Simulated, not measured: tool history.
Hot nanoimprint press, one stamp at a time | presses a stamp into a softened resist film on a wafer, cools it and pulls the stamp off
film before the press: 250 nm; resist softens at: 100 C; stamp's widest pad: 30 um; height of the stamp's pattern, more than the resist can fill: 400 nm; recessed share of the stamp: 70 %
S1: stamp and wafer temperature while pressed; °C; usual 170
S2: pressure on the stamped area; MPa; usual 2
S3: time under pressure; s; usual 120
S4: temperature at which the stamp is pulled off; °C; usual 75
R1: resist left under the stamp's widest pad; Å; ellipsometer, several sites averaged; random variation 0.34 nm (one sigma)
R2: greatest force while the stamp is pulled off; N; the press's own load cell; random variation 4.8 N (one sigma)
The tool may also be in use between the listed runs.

run   hour   S1    S2   S3  S4    R1   R2
  1      0  170     2  120  75   957  262
  2   14.2  168     2  120  75  1048  255
  3   27.2  168     2  120  75  1047  272
  4   36.2  168     2  120  75  1045  277
  5   53.4  168     2  120  75  1054  275
  6   64.9  168     2  120  75  1041  278
  7   79.7  168     2  120  75  1047  282
  8   89.9  168     2  120  75  1045  284
  9  104.8  180     2  120  75   625  296
 10  115.9  180     2  120  75   627  282
 11  126.4  180     2  120  75   621  289
 12  137.1  180     2  120  75   620  293
 13  153.6  178     2  120  75   675  304
 14  162.5  178     2  120  75   676  293
 15  175.2  170     2  120  75   949  305
 16    195  170     2  120  75   947  303
 17  206.5  178  1.96   89  62   769  412
 18  221.8  159  1.31  231  82  1458  253
 19  238.6  173  1.95  231  82   637  252
 20  248.7  173  1.95  231  69   636  369
 21  267.6  173  1.95  231  69   639  387
 22  280.7  170  1.77  120  63   994  434
 23  294.7  168     2  199  75   843  324
     303.7  -- plate thermocouple calibrated
 24  313.1  170     2  160  70   899  391
     320.9  -- stamp cleaned and given a new release coat
 25  335.4  170     2  160  70   898  259
 26  351.1  174  1.32  120  62  1031  333
 27  364.3  170     2  120  66  1011  317
 28  383.6  172     2  120  75   923  249
 29  401.5  175     2  120  75   805  243
 30  420.7  175     2  120  75   807  255
 31  431.9  163  3.15   82  79  1290  231

3 ways to go on from here, each from the tool as it stands after run 31. What would each give?
  A  441.3  180  1.66   82  70   ?   ?
  B  441.3  163  3.15  106  72   ?   ?
  C  441.3  175  3.15  108  82   ?   ?

run    R1   R2
  A   835  281
  B  1187  272
  C   669  203
Without the tool's hidden state the same runs would have given:
run    R1   R2
  A   830  253
  B  1170  245
  C   656  184
